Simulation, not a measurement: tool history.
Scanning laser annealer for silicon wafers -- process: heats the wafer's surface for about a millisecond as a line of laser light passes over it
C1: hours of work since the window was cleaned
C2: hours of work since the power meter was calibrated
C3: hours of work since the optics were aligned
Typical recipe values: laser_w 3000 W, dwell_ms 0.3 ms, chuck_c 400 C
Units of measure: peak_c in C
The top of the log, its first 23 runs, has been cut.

run 24 hour=180.4 | laser_w=2783 dwell_ms=0.3 chuck_c=400 | C1=204 C2=337 C3=248 | peak_c=1043
run 25 hour=188 | laser_w=3000 dwell_ms=0.368 chuck_c=421 | C1=208 C2=341 C3=252 | peak_c=1203
run 26 hour=199.4 | laser_w=3119 dwell_ms=0.304 chuck_c=404 | C1=215 C2=347 C3=258 | peak_c=1144
run 27 hour=210.7 | laser_w=2977 dwell_ms=0.3 chuck_c=391 | C1=221 C2=354 C3=265 | peak_c=1082
run 28 hour=222.2 | laser_w=2942 dwell_ms=0.345 chuck_c=438 | C1=228 C2=360 C3=271 | peak_c=1175
run 29 hour=230.7 | laser_w=2942 dwell_ms=0.345 chuck_c=402 | C1=232 C2=365 C3=276 | peak_c=1143
run 30 hour=235.9 | laser_w=2942 dwell_ms=0.345 chuck_c=402 | C1=235 C2=368 C3=279 | peak_c=1136
run 31 hour=244.6 | laser_w=2996 dwell_ms=0.356 chuck_c=437 | C1=240 C2=373 C3=284 | peak_c=1206
run 32 hour=255.5 | laser_w=3000 dwell_ms=0.375 chuck_c=400 | C1=246 C2=379 C3=290 | peak_c=1191
run 33 hour=262.7 | laser_w=3000 dwell_ms=0.216 chuck_c=409 | C1=250 C2=383 C3=294 | peak_c=993
run 34 hour=273.4 | laser_w=2707 dwell_ms=0.336 chuck_c=369 | C1=256 C2=389 C3=300 | peak_c=1028
run 35 hour=280.7 | laser_w=3000 dwell_ms=0.3 chuck_c=392 | C1=261 C2=393 C3=304 | peak_c=1087
run 36 hour=288 | laser_w=3000 dwell_ms=0.3 chuck_c=392 | C1=265 C2=397 C3=308 | peak_c=1091
run 37 hour=297.8 | laser_w=3000 dwell_ms=0.348 chuck_c=392 | C1=270 C2=403 C3=314 | peak_c=1149
run 38 hour=306.4 | laser_w=2750 dwell_ms=0.348 chuck_c=394 | C1=275 C2=408 C3=319 | peak_c=1077
run 39 hour=311.1 | laser_w=2750 dwell_ms=0.348 chuck_c=394 | C1=278 C2=410 C3=322 | peak_c=1077
run 40 hour=317.5 | laser_w=2919 dwell_ms=0.3 chuck_c=377 | C1=281 C2=414 C3=325 | peak_c=1054
run 41 hour=323.7 | laser_w=2997 dwell_ms=0.281 chuck_c=400 | C1=285 C2=417 C3=329 | peak_c=1071
run 42 hour=332 | laser_w=2683 dwell_ms=0.216 chuck_c=400 | C1=290 C2=422 C3=333 | peak_c=912

Each row is a separate what-if for the run after 42, all from the same tool condition, not one after another. Results?
run A hour=340.1 | laser_w=2727 dwell_ms=0.3 chuck_c=400 | C1=294 C2=427 C3=338 | peak_c=?
run B hour=340.1 | laser_w=2582 dwell_ms=0.3 chuck_c=440 | C1=294 C2=427 C3=338 | peak_c=?
run C hour=340.1 | laser_w=3000 dwell_ms=0.306 chuck_c=400 | C1=294 C2=427 C3=338 | peak_c=?

run=A peak_c=1028
run=B peak_c=1024
run=C peak_c=1102
With the hidden condition removed and each run's random variation left untouched, the same runs would have given:
run=A peak_c=1040
run=B peak_c=1035
run=C peak_c=1116

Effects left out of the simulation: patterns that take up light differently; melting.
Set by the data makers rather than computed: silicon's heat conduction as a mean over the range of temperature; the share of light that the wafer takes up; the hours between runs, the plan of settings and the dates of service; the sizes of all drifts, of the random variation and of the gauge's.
